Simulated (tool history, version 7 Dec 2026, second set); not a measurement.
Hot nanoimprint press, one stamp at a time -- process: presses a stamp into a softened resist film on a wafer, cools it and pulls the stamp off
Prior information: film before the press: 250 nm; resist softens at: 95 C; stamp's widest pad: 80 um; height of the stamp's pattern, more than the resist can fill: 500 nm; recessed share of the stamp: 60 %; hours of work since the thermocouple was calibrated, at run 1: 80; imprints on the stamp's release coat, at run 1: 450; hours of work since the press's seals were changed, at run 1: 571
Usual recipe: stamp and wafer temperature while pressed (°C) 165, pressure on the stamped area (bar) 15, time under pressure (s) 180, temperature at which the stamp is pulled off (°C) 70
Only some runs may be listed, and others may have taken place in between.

run     day  stamp and wafer temperature while pressed (°C)  pressure on the stamped area (bar)  time under pressure (s)  temperature at which the stamp is pulled off (°C)  hours of work since the thermocouple was calibrated  imprints on the stamp's release coat  hours of work since the press's seals were changed  resist left under the stamp's widest pad (nm)  greatest force while the stamp is pulled off (N)
  1       0                                             165                                  15                      180                                                 70                                                   80                                   450                                                 571                                          136.5                                               136
  2   1.433                                             165                                  15                      180                                                 70                                                  105                                   544                                                 596                                          136.4                                               135
        2.4  -- stamp cleaned and given a new release coat
  3   3.954                                             165                                  15                      180                                                 70                                                  145                                   102                                                 636                                          136.1                                               132
  4   6.242                                             165                                  15                      180                                                 70                                                  184                                   252                                                 675                                            134                                               133
      8.233  -- press's hydraulic seals changed and the load cell set to zero
  5   8.988                                             165                                  15                      180                                                 70                                                  226                                   411                                                  13                                          129.2                                               136
  6  10.679                                             165                                12.2                      180                                                 70                                                  255                                   522                                                  42                                          144.1                                               136
     11.921  -- stamp cleaned and given a new release coat
  7  12.404                                             165                                20.1                      180                                                 70                                                  281                                    32                                                  68                                          110.6                                               130
  8   15.25                                             165                                20.1                      180                                                 70                                                  330                                   218                                                 117                                            109                                               131
  9  17.525                                             174                                20.1                      180                                                 70                                                  370                                   368                                                 157                                           78.8                                               134
     18.112  -- plate thermocouple calibrated
 10    19.5                                             153                                  15                      180                                                 70                                                   24                                   489                                                 189                                          185.6                                               135
 11  20.725                                             153                                  15                      180                                                 70                                                   45                                   570                                                 210                                            184                                               135
     21.212  -- stamp cleaned and given a new release coat
 12  23.192                                             176                                  15                      180                                                 70                                                   84                                   130                                                 249                                           87.1                                               131
 13  25.075                                             176                                  15                      180                                                 70                                                  116                                   254                                                 281                                           87.3                                               132
 14  26.383                                             176                                  12                      180                                                 70                                                  139                                   340                                                 304                                           98.4                                               133
 15  28.612                                             176                                  12                      180                                                 70                                                  178                                   486                                                 342                                           98.7                                               133
     30.404  -- stamp cleaned and given a new release coat
 16  31.225                                             176                                20.1                      180                                                 70                                                  219                                    54                                                 383                                             72                                               128
     32.379  -- plate thermocouple calibrated, once more
 17  33.629                                             165                                17.5                       93                                                 70                                                   22                                   204                                                 423                                          150.6                                               132
 18  35.638                                             167                                  11                       93                                                 70                                                   56                                   335                                                 458                                          175.5                                               132
 19  37.383                                             167                                  15                      115                                                 70                                                   87                                   450                                                 488                                          142.8                                               135
 20  38.688                                             165                                17.8                      120                                                 70                                                  109                                   536                                                 511                                          138.1                                               137
     39.738  -- stamp cleaned and given a new release coat
 21  40.754                                             165                                14.6                      180                                                 70                                                  141                                    67                                                 542                                          135.8                                               130
 22  43.317                                             176                                14.6                      180                                                 67                                                  185                                   235                                                 587                                           94.1                                               136
 23  45.429                                             176                                14.6                      180                                                 73                                                  222                                   374                                                 623                                             93                                               134
 24  48.171                                             162                                16.5                      180                                                 59                                                  269                                   554                                                 671                                          139.8                                               144
     48.908  -- stamp cleaned and given a new release coat
     50.642  -- press's hydraulic seals changed and the load cell set to zero
 25  50.721                                             158                                16.5                      180                                                 67                                                  304                                    97                                                   1                                          154.8                                               133
 26  52.675                                             165                                  15                      310                                                 64                                                  337                                   225                                                  35                                          108.2                                               137
 27  54.579                                             165                                  15                      310                                                 64                                                  370                                   350                                                  68                                            108                                               138
     55.062  -- plate thermocouple calibrated
 28  57.158                                             165                                11.1                      310                                                 56                                                   36                                   511                                                 111                                          133.7                                               147
     58.617  -- stamp cleaned and given a new release coat
 29    59.2                                             176                                12.1                      180                                                 71                                                   67                                    38                                                 142                                          103.8                                               131
 30  61.762                                             171                                12.1                      225                                                 71                                                  112                                   206                                                 186                                          113.4                                               132

Hidden state at the last listed run before each entry between runs and at the first one after, where it differs:
From run 2 to run 3: stamp cleaned and given a new release coat (day 2.4)
  true temperature over the reading, C: 0.23 -> 0.37; pressure that arrives at the usual setting, %: 95.82 -> 95.54; grip of the stamp's worn release coat, % over a new coat's: 4.6 -> 0.9
  measured less the result without the state, resist left under the stamp's widest pad (nm): +2 -> +1.5; greatest force while the stamp is pulled off (N): +6 -> +0
From run 4 to run 5: press's hydraulic seals changed and the load cell set to zero (day 8.233)
  true temperature over the reading, C: 0.51 -> 0.65; pressure that arrives at the usual setting, %: 95.25 -> 100.14; grip of the stamp's worn release coat, % over a new coat's: 2.1 -> 3.5
  measured less the result without the state, resist left under the stamp's widest pad (nm): +1.2 -> -2.9; greatest force while the stamp is pulled off (N): +2 -> +4
From run 6 to run 7: stamp cleaned and given a new release coat (day 11.921)
  true temperature over the reading, C: 0.76 -> 0.84; pressure that arrives at the usual setting, %: 99.93 -> 99.74; grip of the stamp's worn release coat, % over a new coat's: 4.4 -> 0.3
  measured less the result without the state, resist left under the stamp's widest pad (nm): -3.4 -> -3.3; greatest force while the stamp is pulled off (N): +5 -> +0
From run 9 to run 10: plate thermocouple calibrated (day 18.112)
  true temperature over the reading, C: 1.16 -> 1.56; pressure that arrives at the usual setting, %: 99.09 -> 98.86; grip of the stamp's worn release coat, % over a new coat's: 3.1 -> 4.1
  measured less the result without the state, resist left under the stamp's widest pad (nm): -2.7 -> -6.9; greatest force while the stamp is pulled off (N): +3 -> +4
From run 11 to run 12: stamp cleaned and given a new release coat (day 21.212)
  true temperature over the reading, C: 1.63 -> 1.77; pressure that arrives at the usual setting, %: 98.73 -> 98.46; grip of the stamp's worn release coat, % over a new coat's: 4.8 -> 1.1
  measured less the result without the state, resist left under the stamp's widest pad (nm): -7.2 -> -4.4; greatest force while the stamp is pulled off (N): +5 -> +0
From run 15 to run 16: stamp cleaned and given a new release coat (day 30.404)
  true temperature over the reading, C: 2.11 -> 2.24; pressure that arrives at the usual setting, %: 97.8 -> 97.49; grip of the stamp's worn release coat, % over a new coat's: 4.1 -> 0.5
  measured less the result without the state, resist left under the stamp's widest pad (nm): -5.9 -> -4.1; greatest force while the stamp is pulled off (N): +3 -> -1
From run 16 to run 17: plate thermocouple calibrated, once more (day 32.379)
  true temperature over the reading, C: 2.24 -> -0.01; pressure that arrives at the usual setting, %: 97.49 -> 97.2; grip of the stamp's worn release coat, % over a new coat's: 0.5 -> 1.7
  measured less the result without the state, resist left under the stamp's widest pad (nm): -4.1 -> +2.5; greatest force while the stamp is pulled off (N): -1 -> +2
From run 20 to run 21: stamp cleaned and given a new release coat (day 39.738)
  true temperature over the reading, C: 0.32 -> 0.42; pressure that arrives at the usual setting, %: 96.58 -> 96.38; grip of the stamp's worn release coat, % over a new coat's: 4.5 -> 0.6
  measured less the result without the state, resist left under the stamp's widest pad (nm): +1.5 -> +0.6; greatest force while the stamp is pulled off (N): +6 -> +1
From run 24 to run 25: stamp cleaned and given a new release coat (day 48.908); press's hydraulic seals changed and the load cell set to zero (day 50.642)
  true temperature over the reading, C: 0.85 -> 0.96; pressure that arrives at the usual setting, %: 95.44 -> 100.15; grip of the stamp's worn release coat, % over a new coat's: 4.7 -> 0.8
  measured less the result without the state, resist left under the stamp's widest pad (nm): -0.4 -> -5.1; greatest force while the stamp is pulled off (N): +6 -> +1
From run 27 to run 28: plate thermocouple calibrated (day 55.062)
  true temperature over the reading, C: 1.2 -> 0.02; pressure that arrives at the usual setting, %: 99.67 -> 99.37; grip of the stamp's worn release coat, % over a new coat's: 2.9 -> 4.3
  measured less the result without the state, resist left under the stamp's widest pad (nm): -4.7 -> +0.2; greatest force while the stamp is pulled off (N): +3 -> +6
From run 28 to run 29: stamp cleaned and given a new release coat (day 58.617)
  true temperature over the reading, C: 0.02 -> 0.14; pressure that arrives at the usual setting, %: 99.37 -> 99.19; grip of the stamp's worn release coat, % over a new coat's: 4.3 -> 0.3
  measured less the result without the state, resist left under the stamp's widest pad (nm): +0.2 -> -0.1; greatest force while the stamp is pulled off (N): +6 -> +0
